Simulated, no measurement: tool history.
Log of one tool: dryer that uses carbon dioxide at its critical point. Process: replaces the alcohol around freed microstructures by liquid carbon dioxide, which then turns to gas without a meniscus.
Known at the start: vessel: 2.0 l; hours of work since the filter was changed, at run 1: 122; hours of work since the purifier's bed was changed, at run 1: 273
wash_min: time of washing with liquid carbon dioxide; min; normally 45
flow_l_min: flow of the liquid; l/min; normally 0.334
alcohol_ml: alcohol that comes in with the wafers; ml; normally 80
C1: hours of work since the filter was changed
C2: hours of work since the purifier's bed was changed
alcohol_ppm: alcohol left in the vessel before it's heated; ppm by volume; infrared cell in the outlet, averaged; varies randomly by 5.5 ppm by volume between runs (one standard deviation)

run 1 day=0.000 | wash_min=45 flow_l_min=0.334 alcohol_ml=80 | C1=122 C2=273 | alcohol_ppm=206
run 2 day=0.838 | wash_min=37 flow_l_min=0.334 alcohol_ml=80 | C1=129 C2=280 | alcohol_ppm=478
run 3 day=1.367 | wash_min=37 flow_l_min=0.334 alcohol_ml=80 | C1=133 C2=284 | alcohol_ppm=474
run 4 day=2.183 | wash_min=45 flow_l_min=0.334 alcohol_ml=80 | C1=140 C2=291 | alcohol_ppm=205
run 5 day=3.308 | wash_min=45 flow_l_min=0.334 alcohol_ml=80 | C1=149 C2=300 | alcohol_ppm=218
run 6 day=4.292 | wash_min=45 flow_l_min=0.449 alcohol_ml=80 | C1=157 C2=308 | alcohol_ppm=58
run 7 day=4.817 | wash_min=45 flow_l_min=0.449 alcohol_ml=80 | C1=161 C2=312 | alcohol_ppm=75
run 8 day=5.988 | wash_min=45 flow_l_min=0.334 alcohol_ml=80 | C1=171 C2=322 | alcohol_ppm=231
run 9 day=7.088 | wash_min=49 flow_l_min=0.302 alcohol_ml=80 | C1=180 C2=331 | alcohol_ppm=245
run 10 day=7.988 | wash_min=49 flow_l_min=0.302 alcohol_ml=80 | C1=187 C2=338 | alcohol_ppm=248
run 11 day=8.692 | wash_min=28 flow_l_min=0.202 alcohol_ml=48 | C1=193 C2=344 | alcohol_ppm=3448
run 12 day=9.688 | wash_min=33 flow_l_min=0.256 alcohol_ml=94 | C1=201 C2=352 | alcohol_ppm=2423
run 13 day=10.712 | wash_min=33 flow_l_min=0.256 alcohol_ml=94 | C1=209 C2=361 | alcohol_ppm=2492
run 14 day=11.475 | wash_min=34 flow_l_min=0.382 alcohol_ml=98 | C1=216 C2=367 | alcohol_ppm=543
run 15 day=12.496 | wash_min=67 flow_l_min=0.382 alcohol_ml=22 | C1=224 C2=375 | alcohol_ppm=48
run 16 day=13.538 | wash_min=67 flow_l_min=0.208 alcohol_ml=53 | C1=233 C2=384 | alcohol_ppm=265

Each row is a separate what-if for the run after 16, all from the same tool condition, not one after another. Results?
run A day=14.308 | wash_min=45 flow_l_min=0.490 alcohol_ml=80 | C1=239 C2=390 | alcohol_ppm=?
run B day=14.308 | wash_min=30 flow_l_min=0.280 alcohol_ml=37 | C1=239 C2=390 | alcohol_ppm=?
run C day=14.308 | wash_min=45 flow_l_min=0.334 alcohol_ml=68 | C1=239 C2=390 | alcohol_ppm=?
run D day=14.308 | wash_min=46 flow_l_min=0.334 alcohol_ml=77 | C1=239 C2=390 | alcohol_ppm=?
run E day=14.308 | wash_min=36 flow_l_min=0.330 alcohol_ml=23 | C1=239 C2=390 | alcohol_ppm=?

run=A alcohol_ppm=66
run=B alcohol_ppm=1030
run=C alcohol_ppm=222
run=D alcohol_ppm=221
run=E alcohol_ppm=232
Had the tool no hidden state, the same runs would have come out as:
run=A alcohol_ppm=18
run=B alcohol_ppm=807
run=C alcohol_ppm=126
run=D alcohol_ppm=126
run=E alcohol_ppm=144

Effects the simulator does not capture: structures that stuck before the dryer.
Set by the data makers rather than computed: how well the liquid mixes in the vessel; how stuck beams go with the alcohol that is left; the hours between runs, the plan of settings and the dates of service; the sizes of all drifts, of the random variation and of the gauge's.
